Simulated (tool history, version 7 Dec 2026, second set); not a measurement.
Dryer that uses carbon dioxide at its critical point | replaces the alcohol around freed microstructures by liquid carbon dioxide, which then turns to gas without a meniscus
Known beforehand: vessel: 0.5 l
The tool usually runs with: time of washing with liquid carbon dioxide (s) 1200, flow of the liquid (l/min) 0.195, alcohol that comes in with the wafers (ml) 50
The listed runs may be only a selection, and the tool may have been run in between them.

run     day  time of washing with liquid carbon dioxide (s)  flow of the liquid (l/min)  alcohol that comes in with the wafers (ml)  alcohol left in the vessel before it's heated (ppm by volume)
  1       0                                            1200                       0.195                                          50                                                            279
  2   1.021                                            1200                       0.195                                          50                                                            284
  3   1.821                                            1200                       0.195                                          50                                                            287
  4   2.442                                            1200                       0.195                                          68                                                            368
  5   3.188                                            1200                       0.195                                          68                                                            390
  6   4.254                                            1200                       0.195                                          68                                                            384
  7   4.883                                            1200                       0.195                                          67                                                            391
  8   5.925                                            1200                       0.195                                          67                                                            387
  9   6.633                                            1200                       0.195                                          67                                                            404
 10   7.383                                            1200                       0.195                                          33                                                            227
 11   8.012                                            1200                       0.195                                          33                                                            229
 12   8.892                                            1200                       0.195                                          33                                                            235
 13  10.208                                            1200                       0.195                                          50                                                            343
 14  11.362                                            1200                       0.195                                          51                                                            365
 15  12.433                                            1200                       0.195                                          51                                                            360
 16  13.212                                            1200                       0.195                                          51                                                            375
 17  14.162                                            1200                       0.219                                          50                                                            210
 18  14.871                                             840                       0.199                                          50                                                           1671
 19  15.821                                             840                       0.199                                          50                                                           1705
 20  16.708                                            1560                       0.199                                          50                                                            111
 21  17.929                                            1560                       0.199                                          50                                                            125
     19.017  -- inlet filter changed
 22  19.033                                             780                       0.195                                          26                                                            920
 23  19.667                                            1200                       0.199                                          50                                                            218
 24  20.483                                            1200                       0.199                                          50                                                            229
 25  21.833                                            1260                       0.195                                          81                                                            285
 26  22.429                                            1260                        0.21                                         100                                                            226
 27  23.775                                             840                       0.141                                          50                                                           4384
 28  24.825                                             840                       0.141                                          50                                                           4450

4 options for the next run, each taken on its own from the tool as it stands now. Forecast them:
  A  25.45                                            1200                       0.168                                          95                                                              ?
  B  25.45                                            1740                       0.141                                          50                                                              ?
  C  25.45                                             840                       0.141                                          73                                                              ?
  D  25.45                                             900                        0.12                                          79                                                              ?

run  alcohol left in the vessel before it's heated (ppm by volume)
  A                                                            985
  B                                                            248
  C                                                           6421
  D                                                           9526
Without the tool's hidden state the same runs would have given:
run  alcohol left in the vessel before it's heated (ppm by volume)
  A                                                            808
  B                                                            155
  C                                                           5903
  D                                                           8847

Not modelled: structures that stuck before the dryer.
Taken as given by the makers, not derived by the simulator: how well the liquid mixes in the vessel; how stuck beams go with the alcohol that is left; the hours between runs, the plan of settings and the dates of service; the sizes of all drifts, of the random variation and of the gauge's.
